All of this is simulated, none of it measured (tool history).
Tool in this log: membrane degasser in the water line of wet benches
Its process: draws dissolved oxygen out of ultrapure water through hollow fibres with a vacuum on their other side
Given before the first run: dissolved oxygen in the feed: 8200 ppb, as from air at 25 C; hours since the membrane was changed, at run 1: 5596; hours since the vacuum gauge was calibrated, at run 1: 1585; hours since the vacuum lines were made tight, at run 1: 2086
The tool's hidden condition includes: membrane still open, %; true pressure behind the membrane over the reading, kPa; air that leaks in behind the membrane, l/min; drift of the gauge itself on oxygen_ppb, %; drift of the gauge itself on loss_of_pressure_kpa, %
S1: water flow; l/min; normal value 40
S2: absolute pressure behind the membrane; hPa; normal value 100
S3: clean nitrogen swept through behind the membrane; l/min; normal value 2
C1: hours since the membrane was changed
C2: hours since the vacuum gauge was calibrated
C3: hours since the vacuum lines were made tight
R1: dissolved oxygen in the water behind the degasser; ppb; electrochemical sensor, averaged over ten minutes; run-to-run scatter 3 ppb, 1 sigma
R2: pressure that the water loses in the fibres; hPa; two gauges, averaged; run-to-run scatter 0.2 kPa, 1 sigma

run,hour,S1,S2,S3,C1,C2,C3,R1,R2
1,0,40,100,2,5596,1585,2086,310.8,454.7
2,108.8,40,100,2,5704,1694,2195,313.5,454
3,179.8,44,100,2,5775,1765,2266,343.6,501.9
4,322.4,44,100,2,5918,1907,2408,339.8,499
5,397,44,100,2,5993,1982,2483,344.2,501.3
6,561.4,40,221,2,6157,2146,2647,811.5,453.1
7,685.5,40,221,2,6281,2270,2771,798.9,452.5
8,763.2,40,221,2,6359,2348,2849,809.8,452.4
9,919.9,40,221,2,6516,2505,3006,795.6,454.4
10,1052.7,40,221,2,6648,2638,3138,784.4,458.5
11,1179.2,40,221,2,6775,2764,3265,800,456.2
12,1312.9,40,221,2,6909,2898,3399,810.3,452.6
13,1420.2,40,103,2,7016,3005,3506,332.7,456.6
14,1530,60,146,2.64,7126,3115,3616,570.4,681.4
15,1598.2,60,146,2.64,7194,3183,3684,575.1,682.3
16,1723.3,30,146,2.64,7319,3308,3809,310.7,342.5
17,1847.6,30,146,2.64,7443,3433,3933,309.7,340.9
18,1997.9,30,146,2.64,7594,3583,4084,313.3,340.3
19,2160.7,62,164,2,7756,3746,4246,848,709.2
20,2235.5,25,61,2.58,7831,3820,4321,78.6,287.1

Each row is a separate what-if for the run after 20, all from the same tool condition, not one after another. Results?
A,2371.5,40,201,2,7967,3956,4457,?,?
B,2371.5,40,100,5.68,7967,3956,4457,?,?
C,2371.5,40,80,2,7967,3956,4457,?,?
D,2371.5,25,61,0.95,7967,3956,4457,?,?

run,R1,R2
A,729.3,457
B,133.8,458.8
C,234,459.3
D,181.3,291.2
Without the tool's unlogged condition, the same runs would have read:
run,R1,R2
A,705.4,437.1
B,122.9,439
C,213.5,439.4
D,158.8,278.8

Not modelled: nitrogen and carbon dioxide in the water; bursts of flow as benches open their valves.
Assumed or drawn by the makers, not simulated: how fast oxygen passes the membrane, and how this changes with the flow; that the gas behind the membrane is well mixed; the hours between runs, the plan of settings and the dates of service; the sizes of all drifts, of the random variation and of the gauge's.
